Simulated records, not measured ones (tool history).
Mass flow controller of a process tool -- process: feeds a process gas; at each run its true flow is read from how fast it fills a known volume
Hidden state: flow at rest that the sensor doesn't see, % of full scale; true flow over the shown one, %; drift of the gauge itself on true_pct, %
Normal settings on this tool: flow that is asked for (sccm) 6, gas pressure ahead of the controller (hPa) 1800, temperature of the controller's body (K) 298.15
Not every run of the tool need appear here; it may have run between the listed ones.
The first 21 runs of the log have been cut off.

| run | day | flow that is asked for (sccm) | gas pressure ahead of the controller (hPa) | temperature of the controller's body (K) | hours of work since the controller was set to zero | hours of work since the controller was changed | true flow (%) |
|---|---|---|---|---|---|---|---|
| 22 | 51.712 | 6 | 1800 | 309.15 | 1316 | 1316 | 98.45 |
| 23 | 54.867 | 6 | 1800 | 309.15 | 1359 | 1359 | 98.61 |
| 24 | 57.183 | 6 | 1550 | 307.15 | 1391 | 1391 | 98.66 |
| 25 | 59.646 | 6 | 1550 | 307.15 | 1425 | 1425 | 98.76 |
| 26 | 61.15 | 6 | 1720 | 296.15 | 1446 | 1446 | 99.41 |
| 27 | 64.271 | 19 | 1710 | 305.15 | 1489 | 1489 | 99.93 |
| 28 | 67.196 | 18 | 1920 | 299.15 | 1530 | 1530 | 100.02 |
| 29 | 70.142 | 2 | 1920 | 298.15 | 1571 | 1571 | 99.23 |
| 30 | 72.171 | 15 | 1630 | 309.15 | 1599 | 1599 | 99.35 |
| 31 | 75.458 | 15 | 1630 | 309.15 | 1644 | 1644 | 99.21 |
| 32 | 77.108 | 15 | 1630 | 309.15 | 1667 | 1667 | 99.3 |
| 33 | 79.95 | 15 | 1630 | 309.15 | 1706 | 1706 | 99.48 |
| 34 | 82.958 | 15 | 1630 | 309.15 | 1748 | 1748 | 99.37 |
| 35 | 86.071 | 10 | 2410 | 299.15 | 1791 | 1791 | 99.2 |
| 36 | 89.133 | 10 | 2410 | 309.15 | 1833 | 1833 | 98.59 |
| 37 | 92.004 | 10 | 2410 | 309.15 | 1873 | 1873 | 98.59 |
| 38 | 94.508 | 18 | 1490 | 310.15 | 1908 | 1908 | 99.73 |
| 39 | 96.267 | 18 | 1490 | 310.15 | 1932 | 1932 | 99.66 |

Here are 3 independent what-if runs from the current tool condition. What would each one return?
| A | 99.483 | 3 | 1710 | 294.15 | 1977 | 1977 | ? |
| B | 99.483 | 18 | 1490 | 296.15 | 1977 | 1977 | ? |
| C | 99.483 | 18 | 1600 | 310.15 | 1977 | 1977 | ? |

| run | true flow (%) |
|---|---|
| A | 99.62 |
| B | 100.55 |
| C | 99.63 |
The same runs, with their run-to-run variation unchanged, on a tool lacking any hidden condition would have given:
| run | true flow (%) |
|---|---|
| A | 98.7 |
| B | 100.2 |
| C | 99.28 |
